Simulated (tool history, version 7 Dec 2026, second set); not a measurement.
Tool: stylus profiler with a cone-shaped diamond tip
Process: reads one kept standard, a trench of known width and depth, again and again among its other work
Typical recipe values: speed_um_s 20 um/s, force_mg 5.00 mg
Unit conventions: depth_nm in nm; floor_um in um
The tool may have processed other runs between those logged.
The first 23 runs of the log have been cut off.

| run | hour | speed_um_s | force_mg | depth_nm | floor_um |
|---|---|---|---|---|---|
|  | 687.9 | height scale calibrated on a step standard |
| 24 | 687.9 | 20 | 5.00 | 1015.28 | 15.89 |
| 25 | 718.0 | 9 | 13.44 | 1029.72 | 15.97 |
| 26 | 751.0 | 41 | 2.60 | 1009.98 | 15.72 |
| 27 | 788.2 | 8 | 6.92 | 1019.53 | 15.90 |
| 28 | 813.2 | 14 | 2.09 | 1008.38 | 15.87 |
|  | 827.7 | new tip fitted, height scale calibrated |
| 29 | 851.3 | 14 | 2.09 | 1008.38 | 15.90 |
| 30 | 876.2 | 6 | 4.91 | 1015.24 | 15.97 |
| 31 | 905.9 | 64 | 11.21 | 1026.29 | 15.82 |
| 32 | 943.1 | 20 | 5.86 | 1017.10 | 15.89 |
| 33 | 977.3 | 78 | 2.62 | 1010.05 | 15.56 |
| 34 | 995.3 | 68 | 5.00 | 1015.48 | 15.74 |
| 35 | 1013.4 | 68 | 5.00 | 1015.16 | 15.74 |
| 36 | 1051.5 | 15 | 10.17 | 1024.38 | 16.01 |
| 37 | 1072.2 | 49 | 2.34 | 1008.55 | 15.74 |
| 38 | 1106.8 | 40 | 2.24 | 1008.95 | 15.74 |
| 39 | 1132.7 | 69 | 12.49 | 1028.01 | 15.82 |
| 40 | 1169.8 | 69 | 12.49 | 1027.80 | 15.87 |
| 41 | 1199.5 | 13 | 4.97 | 1014.82 | 15.97 |
| 42 | 1218.6 | 42 | 10.32 | 1024.97 | 15.93 |
| 43 | 1257.4 | 42 | 10.32 | 1024.81 | 15.90 |
| 44 | 1285.8 | 8 | 10.02 | 1023.95 | 15.92 |
| 45 | 1315.5 | 20 | 6.84 | 1018.86 | 15.93 |
| 46 | 1350.4 | 20 | 6.84 | 1019.16 | 15.90 |

Forecast each of these 3 alternatives for the next run:
| A | 1388.1 | 6 | 9.62 | ? | ? |
| B | 1388.1 | 30 | 3.47 | ? | ? |
| C | 1388.1 | 30 | 5.00 | ? | ? |

| run | depth_nm | floor_um |
|---|---|---|
| A | 1023.69 | 15.94 |
| B | 1011.80 | 15.88 |
| C | 1015.24 | 15.85 |
Take away the tool's hidden state, keep each run's random variation, and the runs would have read:
| run | depth_nm | floor_um |
|---|---|---|
| A | 1023.68 | 15.95 |
| B | 1011.79 | 15.89 |
| C | 1015.24 | 15.85 |
